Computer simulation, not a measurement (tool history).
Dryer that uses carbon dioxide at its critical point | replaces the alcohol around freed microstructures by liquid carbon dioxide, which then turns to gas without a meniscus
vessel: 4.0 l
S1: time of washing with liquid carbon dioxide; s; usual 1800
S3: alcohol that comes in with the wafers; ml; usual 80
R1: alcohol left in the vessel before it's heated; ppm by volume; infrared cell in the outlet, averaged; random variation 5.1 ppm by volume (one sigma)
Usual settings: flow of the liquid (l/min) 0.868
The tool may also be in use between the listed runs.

Run 1, hour 0.0: usual settings. Result: R1 146 ppm by volume.
Run 2, hour 20.6: usual settings. Result: R1 138 ppm by volume.
Run 3, hour 35.7: usual settings. Result: R1 150 ppm by volume.
Run 4, hour 56.6: usual settings but flow of the liquid (l/min) 0.851. Result: R1 156 ppm by volume.
Run 5, hour 81.6: usual settings but flow of the liquid (l/min) 0.851. Result: R1 166 ppm by volume.
Run 6, hour 107.2: usual settings but S3 46 ml. Result: R1 95 ppm by volume.
Run 7, hour 126.2: usual settings but S3 49 ml. Result: R1 118 ppm by volume.
Run 8, hour 154.3: usual settings but S3 49 ml. Result: R1 115 ppm by volume.
Run 9, hour 175.9: usual settings but S3 49 ml. Result: R1 118 ppm by volume.
Run 10, hour 189.8: usual settings but S3 49 ml. Result: R1 112 ppm by volume.
At hour 204.4: inlet filter changed.
Run 11, hour 211.1: usual settings but S3 49 ml. Result: R1 79 ppm by volume.
Run 12, hour 227.3: usual settings but S3 49 ml. Result: R1 87 ppm by volume.
Run 13, hour 244.1: usual settings but flow of the liquid (l/min) 0.680, S3 49 ml. Result: R1 183 ppm by volume.
Run 14, hour 272.7: usual settings but flow of the liquid (l/min) 0.680, S3 49 ml. Result: R1 184 ppm by volume.
Run 15, hour 300.3: usual settings but S3 24 ml. Result: R1 63 ppm by volume.
Run 16, hour 325.1: usual settings but S3 24 ml. Result: R1 80 ppm by volume.
Run 17, hour 344.2: usual settings but S3 24 ml. Result: R1 75 ppm by volume.
Run 18, hour 368.2: usual settings but S3 24 ml. Result: R1 73 ppm by volume.
Run 19, hour 384.3: usual settings. Result: R1 122 ppm by volume.
Run 20, hour 399.7: usual settings. Result: R1 125 ppm by volume.
Run 21, hour 423.4: usual settings but S1 2460 s, flow of the liquid (l/min) 0.651, S3 27 ml. Result: R1 83 ppm by volume.
Run 22, hour 438.6: usual settings but S1 1440 s, flow of the liquid (l/min) 0.730. Result: R1 482 ppm by volume.
Run 23, hour 455.3: usual settings but S1 2400 s, flow of the liquid (l/min) 1.264, S3 25 ml. Result: R1 59 ppm by volume.
Run 24, hour 471.8: usual settings but flow of the liquid (l/min) 1.090. Result: R1 82 ppm by volume.
Run 25, hour 488.7: usual settings but S3 50 ml. Result: R1 107 ppm by volume.
Run 26, hour 511.7: usual settings but S3 50 ml. Result: R1 109 ppm by volume.
Run 27, hour 539.6: usual settings but S3 50 ml. Result: R1 107 ppm by volume.
Run 28, hour 570.1: usual settings but S3 51 ml. Result: R1 108 ppm by volume.
Run 29, hour 583.1: usual settings but S1 1740 s, flow of the liquid (l/min) 0.706, S3 77 ml. Result: R1 303 ppm by volume.
Run 30, hour 604.5: usual settings but S1 1740 s, flow of the liquid (l/min) 0.706, S3 77 ml. Result: R1 294 ppm by volume.
Run 31, hour 625.4: usual settings but S1 1440 s, flow of the liquid (l/min) 0.706, S3 111 ml. Result: R1 795 ppm by volume.
Run 32, hour 649.0: usual settings but flow of the liquid (l/min) 0.571. Result: R1 615 ppm by volume.
Run 33, hour 665.8: usual settings but S1 1980 s, flow of the liquid (l/min) 1.256, S3 68 ml. Result: R1 77 ppm by volume.
Run 34, hour 679.6: usual settings but flow of the liquid (l/min) 1.296, S3 27 ml. Result: R1 72 ppm by volume.
Run 35, hour 697.1: usual settings but flow of the liquid (l/min) 1.296, S3 27 ml. Result: R1 80 ppm by volume.
Run 36, hour 726.3: usual settings but S1 2880 s, S3 78 ml. Result: R1 89 ppm by volume.
Run 37, hour 753.2: usual settings but S1 2880 s, S3 78 ml. Result: R1 89 ppm by volume.
Run 38, hour 778.7: usual settings but S1 2880 s, S3 24 ml. Result: R1 88 ppm by volume.
Run 39, hour 793.3: usual settings but S1 2880 s, flow of the liquid (l/min) 0.962, S3 32 ml. Result: R1 84 ppm by volume.
Run 40, hour 806.1: usual settings but S1 1260 s, flow of the liquid (l/min) 1.392, S3 45 ml. Result: R1 98 ppm by volume.

4 ways to go on from here, each from the tool as it stands after run 40. What would each give?
Run A, hour 832.0: usual settings but S1 1140 s, flow of the liquid (l/min) 0.591, S3 45 ml. Result: R1 ?.
Run B, hour 832.0: usual settings but S1 2280 s, flow of the liquid (l/min) 0.862, S3 77 ml. Result: R1 ?.
Run C, hour 832.0: usual settings but S1 1620 s, flow of the liquid (l/min) 1.097, S3 31 ml. Result: R1 ?.
Run D, hour 832.0: usual settings but S3 66 ml. Result: R1 ?.

run    R1
  A  1149
  B   100
  C    96
  D   152
Without the tool's hidden state the same runs would have given:
run   R1
  A  907
  B   14
  C   14
  D   52

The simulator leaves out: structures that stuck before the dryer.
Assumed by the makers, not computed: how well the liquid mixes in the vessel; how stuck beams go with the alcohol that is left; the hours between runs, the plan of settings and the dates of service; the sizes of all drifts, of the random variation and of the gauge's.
